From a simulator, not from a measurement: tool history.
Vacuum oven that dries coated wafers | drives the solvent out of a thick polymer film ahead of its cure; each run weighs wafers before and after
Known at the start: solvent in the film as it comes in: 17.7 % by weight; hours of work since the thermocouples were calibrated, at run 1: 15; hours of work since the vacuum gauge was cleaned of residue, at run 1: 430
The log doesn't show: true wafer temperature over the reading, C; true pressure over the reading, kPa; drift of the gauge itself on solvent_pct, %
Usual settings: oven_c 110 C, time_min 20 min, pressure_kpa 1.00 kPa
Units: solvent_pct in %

| run | hour | oven_c | time_min | pressure_kpa | hours of work since the thermocouples were calibrated | hours of work since the vacuum gauge was cleaned of residue | solvent_pct |
|---|---|---|---|---|---|---|---|
| 1 | 0.0 | 110 | 20 | 1.00 | 15 | 430 | 0.98 |
| 2 | 22.3 | 110 | 20 | 1.00 | 30 | 444 | 0.92 |
| 3 | 40.4 | 110 | 20 | 1.00 | 41 | 456 | 0.90 |
| 4 | 53.8 | 110 | 11 | 1.00 | 50 | 464 | 2.78 |
| 5 | 75.5 | 110 | 11 | 2.18 | 64 | 478 | 3.25 |
| 6 | 93.8 | 110 | 20 | 1.27 | 75 | 490 | 1.17 |
| 7 | 108.5 | 110 | 20 | 0.66 | 85 | 499 | 0.80 |
| 8 | 130.0 | 110 | 22 | 1.00 | 99 | 513 | 0.87 |
| 9 | 141.1 | 109 | 12 | 2.32 | 106 | 520 | 3.26 |
| 10 | 161.0 | 109 | 12 | 2.32 | 119 | 533 | 3.25 |
| 11 | 184.2 | 104 | 20 | 2.41 | 133 | 548 | 3.00 |
| 12 | 199.5 | 104 | 20 | 2.41 | 143 | 558 | 2.86 |
| 13 | 220.0 | 104 | 20 | 2.41 | 156 | 571 | 3.06 |
| 14 | 242.4 | 104 | 17 | 1.40 | 171 | 585 | 2.90 |
| 15 | 255.9 | 104 | 17 | 1.40 | 179 | 594 | 2.80 |
| 16 | 273.4 | 120 | 28 | 1.00 | 191 | 605 | 0.36 |

Forecast each of these 4 alternatives for the next run:
| A | 282.8 | 114 | 20 | 1.00 | 197 | 611 | ? |
| B | 282.8 | 115 | 18 | 3.04 | 197 | 611 | ? |
| C | 282.8 | 120 | 28 | 2.45 | 197 | 611 | ? |
| D | 282.8 | 96 | 26 | 2.79 | 197 | 611 | ? |

| run | solvent_pct |
|---|---|
| A | 0.62 |
| B | 1.58 |
| C | 0.92 |
| D | 4.71 |
Without the tool's hidden state the same runs would have given:
| run | solvent_pct |
|---|---|
| A | 0.62 |
| B | 1.58 |
| C | 0.92 |
| D | 4.69 |

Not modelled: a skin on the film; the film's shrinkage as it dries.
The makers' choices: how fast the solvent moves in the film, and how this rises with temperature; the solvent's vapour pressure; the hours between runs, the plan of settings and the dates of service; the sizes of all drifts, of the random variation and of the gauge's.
